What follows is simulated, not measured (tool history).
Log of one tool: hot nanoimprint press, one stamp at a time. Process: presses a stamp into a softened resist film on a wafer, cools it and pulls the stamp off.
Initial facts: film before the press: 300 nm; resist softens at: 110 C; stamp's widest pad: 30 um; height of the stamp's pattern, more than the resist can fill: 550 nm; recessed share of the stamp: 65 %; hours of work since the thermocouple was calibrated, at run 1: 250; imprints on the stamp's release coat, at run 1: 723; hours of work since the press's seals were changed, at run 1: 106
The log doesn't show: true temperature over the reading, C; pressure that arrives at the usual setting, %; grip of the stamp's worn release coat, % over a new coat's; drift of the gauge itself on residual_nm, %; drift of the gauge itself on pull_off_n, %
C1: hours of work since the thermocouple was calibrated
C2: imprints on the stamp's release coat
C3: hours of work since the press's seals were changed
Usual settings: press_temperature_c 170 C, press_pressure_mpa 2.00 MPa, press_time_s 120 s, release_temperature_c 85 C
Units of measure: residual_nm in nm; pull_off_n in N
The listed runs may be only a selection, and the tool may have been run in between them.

run 1 hour=0.0 | press_temperature_c=170 press_pressure_mpa=2.00 press_time_s=120 release_temperature_c=85 | C1=250 C2=723 C3=106 | residual_nm=148.7 pull_off_n=147
run 2 hour=59.2 | press_temperature_c=170 press_pressure_mpa=2.00 press_time_s=120 release_temperature_c=83 | C1=284 C2=887 C3=140 | residual_nm=146.1 pull_off_n=159
run 3 hour=124.1 | press_temperature_c=170 press_pressure_mpa=2.00 press_time_s=120 release_temperature_c=83 | C1=321 C2=1068 C3=177 | residual_nm=148.2 pull_off_n=156
run 4 hour=157.1 | press_temperature_c=170 press_pressure_mpa=2.00 press_time_s=120 release_temperature_c=85 | C1=339 C2=1160 C3=195 | residual_nm=147.0 pull_off_n=156
-- hour=209.2 plate thermocouple calibrated
run 5 hour=212.1 | press_temperature_c=170 press_pressure_mpa=2.00 press_time_s=120 release_temperature_c=85 | C1=2 C2=1305 C3=225 | residual_nm=141.7 pull_off_n=159
-- hour=280.5 stamp cleaned and given a new release coat
run 6 hour=281.5 | press_temperature_c=170 press_pressure_mpa=2.00 press_time_s=120 release_temperature_c=85 | C1=38 C2=3 C3=261 | residual_nm=141.8 pull_off_n=143
-- hour=316.7 plate thermocouple calibrated, once more
run 7 hour=316.7 | press_temperature_c=170 press_pressure_mpa=2.00 press_time_s=120 release_temperature_c=85 | C1=0 C2=93 C3=279 | residual_nm=154.4 pull_off_n=139
run 8 hour=350.1 | press_temperature_c=170 press_pressure_mpa=2.00 press_time_s=120 release_temperature_c=85 | C1=19 C2=186 C3=298 | residual_nm=154.4 pull_off_n=142
run 9 hour=394.7 | press_temperature_c=170 press_pressure_mpa=2.00 press_time_s=120 release_temperature_c=90 | C1=44 C2=310 C3=324 | residual_nm=154.0 pull_off_n=139
run 10 hour=447.2 | press_temperature_c=170 press_pressure_mpa=2.00 press_time_s=120 release_temperature_c=90 | C1=74 C2=456 C3=354 | residual_nm=151.3 pull_off_n=143
run 11 hour=516.6 | press_temperature_c=170 press_pressure_mpa=2.00 press_time_s=120 release_temperature_c=90 | C1=114 C2=649 C3=393 | residual_nm=152.4 pull_off_n=140
run 12 hour=565.5 | press_temperature_c=170 press_pressure_mpa=2.00 press_time_s=120 release_temperature_c=90 | C1=142 C2=785 C3=421 | residual_nm=152.8 pull_off_n=137
run 13 hour=627.6 | press_temperature_c=169 press_pressure_mpa=2.00 press_time_s=75 release_temperature_c=85 | C1=177 C2=958 C3=456 | residual_nm=184.1 pull_off_n=158
run 14 hour=699.8 | press_temperature_c=169 press_pressure_mpa=2.46 press_time_s=75 release_temperature_c=85 | C1=218 C2=1159 C3=497 | residual_nm=169.9 pull_off_n=162
run 15 hour=749.2 | press_temperature_c=163 press_pressure_mpa=3.14 press_time_s=228 release_temperature_c=85 | C1=246 C2=1297 C3=526 | residual_nm=148.3 pull_off_n=155
-- hour=803.3 press's hydraulic seals changed and the load cell set to zero
-- hour=829.8 stamp cleaned and given a new release coat
run 16 hour=830.0 | press_temperature_c=170 press_pressure_mpa=2.51 press_time_s=89 release_temperature_c=83 | C1=284 C2=0 C3=12 | residual_nm=145.8 pull_off_n=146
run 17 hour=863.7 | press_temperature_c=170 press_pressure_mpa=2.51 press_time_s=89 release_temperature_c=83 | C1=303 C2=94 C3=31 | residual_nm=146.3 pull_off_n=149
run 18 hour=935.8 | press_temperature_c=162 press_pressure_mpa=1.58 press_time_s=120 release_temperature_c=88 | C1=344 C2=295 C3=72 | residual_nm=232.2 pull_off_n=139
-- hour=978.6 plate thermocouple calibrated
run 19 hour=986.9 | press_temperature_c=162 press_pressure_mpa=2.28 press_time_s=120 release_temperature_c=85 | C1=5 C2=429 C3=99 | residual_nm=217.2 pull_off_n=149
run 20 hour=1020.4 | press_temperature_c=165 press_pressure_mpa=1.82 press_time_s=151 release_temperature_c=79 | C1=24 C2=522 C3=118 | residual_nm=195.4 pull_off_n=164
run 21 hour=1060.3 | press_temperature_c=165 press_pressure_mpa=1.82 press_time_s=151 release_temperature_c=79 | C1=46 C2=633 C3=141 | residual_nm=194.1 pull_off_n=165

Subtracting, for every run, the result it would have given without the tool's unlogged condition from the measured result gives the following. The same run-to-run variation enters both numbers; the gauge's scatter may not:
run=1 residual_nm=-6.1 pull_off_n=+9
run=2 residual_nm=-6.7 pull_off_n=+12
run=3 residual_nm=-7.7 pull_off_n=+14
run=4 residual_nm=-7.9 pull_off_n=+15
run=5 residual_nm=-12.5 pull_off_n=+17
run=6 residual_nm=-13.2 pull_off_n=-3
run=7 residual_nm=+0.0 pull_off_n=+1
run=8 residual_nm=-0.4 pull_off_n=+2
run=9 residual_nm=-0.8 pull_off_n=+4
run=10 residual_nm=-1.4 pull_off_n=+6
run=11 residual_nm=-2.1 pull_off_n=+8
run=12 residual_nm=-2.8 pull_off_n=+10
run=13 residual_nm=-3.7 pull_off_n=+14
run=14 residual_nm=-4.0 pull_off_n=+16
run=15 residual_nm=-4.3 pull_off_n=+18
run=16 residual_nm=-8.0 pull_off_n=-1
run=17 residual_nm=-8.4 pull_off_n=+0
run=18 residual_nm=-8.5 pull_off_n=+3
run=19 residual_nm=-0.5 pull_off_n=+7
run=20 residual_nm=-0.9 pull_off_n=+9
run=21 residual_nm=-1.3 pull_off_n=+10
